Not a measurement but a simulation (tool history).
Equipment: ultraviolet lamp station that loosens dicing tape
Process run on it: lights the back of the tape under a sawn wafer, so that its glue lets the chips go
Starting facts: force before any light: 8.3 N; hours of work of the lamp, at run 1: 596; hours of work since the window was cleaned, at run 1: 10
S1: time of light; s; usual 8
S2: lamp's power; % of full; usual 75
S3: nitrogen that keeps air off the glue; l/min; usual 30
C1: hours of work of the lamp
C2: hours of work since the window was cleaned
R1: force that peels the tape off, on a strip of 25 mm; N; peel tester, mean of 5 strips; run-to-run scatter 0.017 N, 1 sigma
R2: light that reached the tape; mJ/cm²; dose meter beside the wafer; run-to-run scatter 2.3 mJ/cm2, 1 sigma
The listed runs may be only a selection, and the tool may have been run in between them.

Run 1, hour 0: usual settings; C1 596; C2 10. Result: R1 1.311 N, R2 180 mJ/cm².
Run 2, hour 38.2: usual settings but S1 15 s; C1 616; C2 30. Result: R1 0.307 N, R2 329 mJ/cm².
Run 3, hour 64.2: usual settings but S3 38 l/min; C1 630; C2 44. Result: R1 1.19 N, R2 177 mJ/cm².
Run 4, hour 108.9: usual settings but S2 71 % of full; C1 654; C2 68. Result: R1 1.544 N, R2 168 mJ/cm².
Run 5, hour 155: usual settings but S2 71 % of full; C1 678; C2 93. Result: R1 1.59 N, R2 163 mJ/cm².
Run 6, hour 197.2: usual settings but S2 72 % of full; C1 701; C2 115. Result: R1 1.587 N, R2 163 mJ/cm².
Run 7, hour 234.8: usual settings but S1 7 s; C1 721; C2 135. Result: R1 1.82 N, R2 145 mJ/cm².
Run 8, hour 261.9: usual settings but S1 7 s; C1 735; C2 149. Result: R1 1.949 N, R2 143 mJ/cm².
Run 9, hour 297: usual settings but S1 7 s; C1 754; C2 168. Result: R1 1.929 N, R2 144 mJ/cm².
Run 10, hour 319.1: usual settings but S2 76 % of full; C1 766; C2 180. Result: R1 1.573 N, R2 163 mJ/cm².
Run 11, hour 347.8: usual settings but S1 5 s; C1 781; C2 195. Result: R1 2.856 N, R2 98 mJ/cm².
Run 12, hour 385.6: usual settings but S3 14 l/min; C1 801; C2 215. Result: R1 2.406 N, R2 154 mJ/cm².
Run 13, hour 406.5: usual settings but S3 14 l/min; C1 812; C2 226. Result: R1 2.394 N, R2 154 mJ/cm².
Run 14, hour 445.4: usual settings but S3 46 l/min; C1 833; C2 247. Result: R1 1.4 N, R2 154 mJ/cm².
Run 15, hour 470.1: usual settings but S1 4 s; C1 846; C2 260. Result: R1 3.813 N, R2 77 mJ/cm².
Run 16, hour 517: usual settings but S1 4 s, S2 62 % of full; C1 871; C2 285. Result: R1 4.424 N, R2 57 mJ/cm².
Run 17, hour 555.3: usual settings; C1 891; C2 306. Result: R1 1.866 N, R2 147 mJ/cm².
At hour 559.3: lamp changed.
Run 18, hour 601.4: usual settings but S2 69 % of full; C1 22; C2 330. Result: R1 1.264 N, R2 182 mJ/cm².
Run 19, hour 637.2: usual settings but S2 69 % of full; C1 41; C2 349. Result: R1 1.341 N, R2 180 mJ/cm².
At hour 655.4: window cleaned of glue's vapour.
Run 20, hour 683.7: usual settings but S2 65 % of full; C1 66; C2 15. Result: R1 1.182 N, R2 187 mJ/cm².
Run 21, hour 722.1: usual settings but S2 65 % of full, S3 43 l/min; C1 86; C2 36. Result: R1 0.991 N, R2 185 mJ/cm².
Run 22, hour 754.7: usual settings; C1 104; C2 53. Result: R1 0.934 N, R2 212 mJ/cm².
Run 23, hour 791.9: usual settings; C1 124; C2 73. Result: R1 0.995 N, R2 209 mJ/cm².
Run 24, hour 815.2: usual settings but S1 16 s, S2 86 % of full, S3 31 l/min; C1 136; C2 85. Result: R1 0.106 N, R2 472 mJ/cm².
Run 25, hour 846.1: usual settings but S1 16 s, S2 86 % of full, S3 31 l/min; C1 152; C2 102. Result: R1 0.102 N, R2 472 mJ/cm².
Run 26, hour 893.2: usual settings but S1 14 s, S2 88 % of full, S3 31 l/min; C1 177; C2 127. Result: R1 0.16 N, R2 411 mJ/cm².
Run 27, hour 913.5: usual settings but S1 14 s, S2 88 % of full, S3 11 l/min; C1 188; C2 137. Result: R1 0.439 N, R2 412 mJ/cm².
Run 28, hour 937.2: usual settings but S1 14 s, S2 88 % of full, S3 11 l/min; C1 201; C2 150. Result: R1 0.471 N, R2 401 mJ/cm².
Run 29, hour 978.9: usual settings but S1 14 s, S2 88 % of full, S3 11 l/min; C1 223; C2 172. Result: R1 0.478 N, R2 401 mJ/cm².
Run 30, hour 1014.1: usual settings but S1 13 s, S2 79 % of full, S3 31 l/min; C1 242; C2 191. Result: R1 0.305 N, R2 329 mJ/cm².
Run 31, hour 1044.3: usual settings but S1 15 s, S2 68 % of full, S3 23 l/min; C1 258; C2 207. Result: R1 0.416 N, R2 321 mJ/cm².
Run 32, hour 1070: usual settings but S1 15 s, S2 68 % of full, S3 23 l/min; C1 272; C2 221. Result: R1 0.425 N, R2 319 mJ/cm².
Run 33, hour 1116.6: usual settings but S1 9 s, S2 71 % of full, S3 12 l/min; C1 296; C2 246. Result: R1 1.873 N, R2 201 mJ/cm².
Run 34, hour 1149.2: usual settings but S1 9 s, S2 71 % of full, S3 20 l/min; C1 314; C2 263. Result: R1 1.42 N, R2 196 mJ/cm².
Run 35, hour 1170.3: usual settings but S1 5 s, S3 39 l/min; C1 325; C2 274. Result: R1 2.283 N, R2 115 mJ/cm².
Run 36, hour 1217.7: usual settings but S3 22 l/min; C1 350; C2 299. Result: R1 1.536 N, R2 179 mJ/cm².
Run 37, hour 1265.3: usual settings but S3 10 l/min; C1 376; C2 325. Result: R1 2.409 N, R2 176 mJ/cm².
Run 38, hour 1290.4: usual settings but S1 7 s, S2 79 % of full; C1 389; C2 338. Result: R1 1.592 N, R2 162 mJ/cm².
Run 39, hour 1315.6: usual settings but S1 7 s, S2 79 % of full; C1 402; C2 352. Result: R1 1.65 N, R2 158 mJ/cm².
At hour 1328: window cleaned of glue's vapour.
Run 40, hour 1357: usual settings but S1 13 s, S2 85 % of full; C1 424; C2 15. Result: R1 0.261 N, R2 347 mJ/cm².
Run 41, hour 1383.3: usual settings but S1 7 s, S2 61 % of full; C1 438; C2 29. Result: R1 2.122 N, R2 135 mJ/cm².

The next listed run, before its measurement:
Run 42, hour 1403: usual settings but S2 76 % of full, S3 13 l/min; C1 449; C2 40. Result: R1 ?, R2 ?.

{"run 42": {"R1": 1.927, "R2": 193}}
The same run, on a tool lacking any hidden state, would have yielded R1 1.45 N, R2 231 mJ/cm².
